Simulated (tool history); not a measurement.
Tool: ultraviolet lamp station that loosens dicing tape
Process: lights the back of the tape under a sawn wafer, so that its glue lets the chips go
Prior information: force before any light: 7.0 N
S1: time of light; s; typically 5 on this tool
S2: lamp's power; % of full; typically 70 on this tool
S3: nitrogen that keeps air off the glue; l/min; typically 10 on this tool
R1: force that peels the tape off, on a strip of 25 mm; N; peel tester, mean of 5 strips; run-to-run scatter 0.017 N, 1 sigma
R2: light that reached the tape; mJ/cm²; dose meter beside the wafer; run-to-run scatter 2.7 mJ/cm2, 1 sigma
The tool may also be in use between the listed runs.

run 1 hour=0 | S1=5 S2=70 S3=10 | R1=0.843 R2=364
run 2 hour=51.4 | S1=5 S2=70 S3=10 | R1=0.85 R2=370
run 3 hour=72.3 | S1=9 S2=70 S3=10 | R1=0.191 R2=660
run 4 hour=94.4 | S1=5 S2=70 S3=10 | R1=0.832 R2=364
run 5 hour=133.3 | S1=5 S2=70 S3=10 | R1=0.799 R2=367
-- hour=181.3 window cleaned of glue's vapour
run 6 hour=181.3 | S1=5 S2=87 S3=10 | R1=0.524 R2=455
run 7 hour=214.9 | S1=3 S2=70 S3=10 | R1=1.928 R2=216
run 8 hour=262.1 | S1=3 S2=70 S3=10 | R1=1.987 R2=218
run 9 hour=305.6 | S1=5 S2=70 S3=10 | R1=0.843 R2=364
run 10 hour=349.5 | S1=3 S2=70 S3=10 | R1=1.909 R2=223
run 11 hour=376.9 | S1=3 S2=70 S3=10 | R1=1.915 R2=222
run 12 hour=423.3 | S1=3 S2=70 S3=4 | R1=2.886 R2=219
run 13 hour=451.7 | S1=3 S2=70 S3=4 | R1=2.961 R2=221
run 14 hour=497.1 | S1=5 S2=88 S3=10 | R1=0.508 R2=458
-- hour=518.7 window cleaned of glue's vapour
run 15 hour=530 | S1=5 S2=88 S3=10 | R1=0.485 R2=455
run 16 hour=559.3 | S1=5 S2=88 S3=10 | R1=0.489 R2=456
run 17 hour=599.8 | S1=7 S2=70 S3=20 | R1=0.192 R2=508
run 18 hour=646 | S1=7 S2=70 S3=20 | R1=0.2 R2=505
run 19 hour=669.8 | S1=8 S2=70 S3=10 | R1=0.275 R2=584
run 20 hour=712.8 | S1=8 S2=70 S3=10 | R1=0.254 R2=582
run 21 hour=748.6 | S1=5 S2=70 S3=13 | R1=0.664 R2=364
run 22 hour=784.8 | S1=5 S2=70 S3=13 | R1=0.659 R2=361
run 23 hour=820 | S1=6 S2=91 S3=3 | R1=1.002 R2=565
-- hour=853.3 window cleaned of glue's vapour
run 24 hour=853.3 | S1=5 S2=76 S3=10 | R1=0.685 R2=393
run 25 hour=886.3 | S1=8 S2=70 S3=10 | R1=0.279 R2=587
run 26 hour=929.2 | S1=7 S2=68 S3=10 | R1=0.404 R2=502
run 27 hour=962.9 | S1=4 S2=84 S3=18 | R1=0.557 R2=350
run 28 hour=1014.1 | S1=9 S2=65 S3=8 | R1=0.3 R2=604
run 29 hour=1045.8 | S1=9 S2=65 S3=8 | R1=0.313 R2=617
run 30 hour=1090.1 | S1=9 S2=78 S3=4 | R1=0.426 R2=726
run 31 hour=1119.6 | S1=9 S2=72 S3=15 | R1=0.115 R2=680

Forecast each of these 5 alternatives for the next run:
-- hour=1149.7 lamp changed
run A hour=1163.9 | S1=5 S2=60 S3=14 | R1=? R2=?
-- hour=1149.7 lamp changed
run B hour=1163.9 | S1=5 S2=63 S3=10 | R1=? R2=?
-- hour=1149.7 lamp changed
run C hour=1163.9 | S1=5 S2=63 S3=8 | R1=? R2=?
-- hour=1149.7 lamp changed
run D hour=1163.9 | S1=3 S2=75 S3=4 | R1=? R2=?
-- hour=1149.7 lamp changed
run E hour=1163.9 | S1=5 S2=70 S3=5 | R1=? R2=?

run=A R1=0.865 R2=309
run=B R1=0.989 R2=326
run=C R1=1.208 R2=325
run=D R1=2.671 R2=234
run=E R1=1.381 R2=364
The same runs, with their run-to-run variation unchanged, on a tool lacking any hidden condition would have given:
run=A R1=0.863 R2=309
run=B R1=0.987 R2=326
run=C R1=1.207 R2=326
run=D R1=2.669 R2=234
run=E R1=1.379 R2=365

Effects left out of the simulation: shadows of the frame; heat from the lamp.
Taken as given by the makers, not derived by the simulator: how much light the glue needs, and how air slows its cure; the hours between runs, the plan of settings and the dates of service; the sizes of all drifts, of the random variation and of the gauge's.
